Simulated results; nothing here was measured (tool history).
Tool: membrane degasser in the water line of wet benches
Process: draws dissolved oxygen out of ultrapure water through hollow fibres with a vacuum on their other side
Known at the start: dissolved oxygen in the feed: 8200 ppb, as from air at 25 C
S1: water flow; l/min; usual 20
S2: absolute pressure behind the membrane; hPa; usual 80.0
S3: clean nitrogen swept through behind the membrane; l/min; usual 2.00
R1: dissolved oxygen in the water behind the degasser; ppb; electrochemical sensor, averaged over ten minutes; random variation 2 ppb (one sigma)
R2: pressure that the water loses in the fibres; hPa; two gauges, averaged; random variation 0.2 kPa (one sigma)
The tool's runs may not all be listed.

run 1 hour=0.0 | S1=20 S2=80.0 S3=2.00 | R1=197.9 R2=460.0
run 2 hour=71.3 | S1=20 S2=80.0 S3=2.00 | R1=200.0 R2=459.1
run 3 hour=211.1 | S1=20 S2=80.0 S3=2.00 | R1=194.4 R2=460.7
run 4 hour=288.9 | S1=20 S2=54.2 S3=2.00 | R1=140.0 R2=458.8
run 5 hour=412.0 | S1=20 S2=54.2 S3=2.00 | R1=139.7 R2=459.0
run 6 hour=477.5 | S1=20 S2=80.0 S3=4.34 | R1=142.1 R2=461.7
run 7 hour=569.2 | S1=20 S2=80.0 S3=2.00 | R1=199.9 R2=459.3
run 8 hour=669.1 | S1=20 S2=80.0 S3=2.00 | R1=201.5 R2=463.8
run 9 hour=775.7 | S1=20 S2=96.9 S3=2.00 | R1=238.6 R2=461.0
run 10 hour=927.0 | S1=20 S2=96.9 S3=2.00 | R1=242.5 R2=462.5
run 11 hour=1023.1 | S1=20 S2=83.6 S3=2.00 | R1=205.8 R2=463.9
run 12 hour=1169.6 | S1=20 S2=83.6 S3=2.00 | R1=210.5 R2=465.0
run 13 hour=1297.6 | S1=20 S2=83.6 S3=2.00 | R1=207.4 R2=461.4
run 14 hour=1419.0 | S1=20 S2=71.6 S3=2.00 | R1=181.9 R2=463.8
run 15 hour=1566.9 | S1=20 S2=80.0 S3=2.00 | R1=201.2 R2=463.5
run 16 hour=1717.0 | S1=20 S2=80.0 S3=2.00 | R1=201.5 R2=463.7
run 17 hour=1810.9 | S1=17 S2=80.0 S3=2.00 | R1=149.9 R2=394.3
run 18 hour=1962.9 | S1=12 S2=69.6 S3=3.74 | R1=48.4 R2=279.5
run 19 hour=2097.7 | S1=12 S2=69.6 S3=4.61 | R1=42.5 R2=279.4
run 20 hour=2168.8 | S1=18 S2=104.2 S3=1.50 | R1=267.6 R2=415.5
run 21 hour=2236.5 | S1=18 S2=104.2 S3=1.50 | R1=270.9 R2=423.0
run 22 hour=2385.3 | S1=29 S2=52.4 S3=1.29 | R1=325.3 R2=669.9
run 23 hour=2453.5 | S1=29 S2=52.4 S3=1.29 | R1=325.9 R2=672.2
run 24 hour=2555.7 | S1=14 S2=147.3 S3=4.16 | R1=125.8 R2=324.9
run 25 hour=2696.7 | S1=14 S2=147.3 S3=4.16 | R1=129.3 R2=325.8
run 26 hour=2813.4 | S1=27 S2=80.0 S3=1.42 | R1=391.7 R2=627.4
run 27 hour=2887.6 | S1=27 S2=80.0 S3=1.42 | R1=389.9 R2=630.0
run 28 hour=3040.2 | S1=27 S2=80.0 S3=1.42 | R1=397.5 R2=627.4
run 29 hour=3188.5 | S1=14 S2=95.5 S3=2.29 | R1=126.5 R2=326.0
run 30 hour=3297.0 | S1=14 S2=95.5 S3=2.29 | R1=128.0 R2=326.3
run 31 hour=3377.0 | S1=17 S2=199.7 S3=2.69 | R1=312.7 R2=395.7
run 32 hour=3456.6 | S1=15 S2=82.7 S3=1.29 | R1=181.9 R2=350.3

3 ways to go on from here, each from the tool as it stands after run 32. What would each give?
-- hour=3546.4 seals of the vacuum lines changed
run A hour=3600.9 | S1=28 S2=61.4 S3=0.81 | R1=? R2=?
-- hour=3546.4 seals of the vacuum lines changed
run B hour=3600.9 | S1=24 S2=61.8 S3=2.45 | R1=? R2=?
-- hour=3546.4 seals of the vacuum lines changed
run C hour=3600.9 | S1=20 S2=50.5 S3=2.82 | R1=? R2=?

run=A R1=415.2 R2=646.0
run=B R1=212.9 R2=560.1
run=C R1=123.2 R2=466.4
Without the tool's hidden state the same runs would have given:
run=A R1=395.9 R2=637.5
run=B R1=202.3 R2=552.8
run=C R1=115.6 R2=460.3
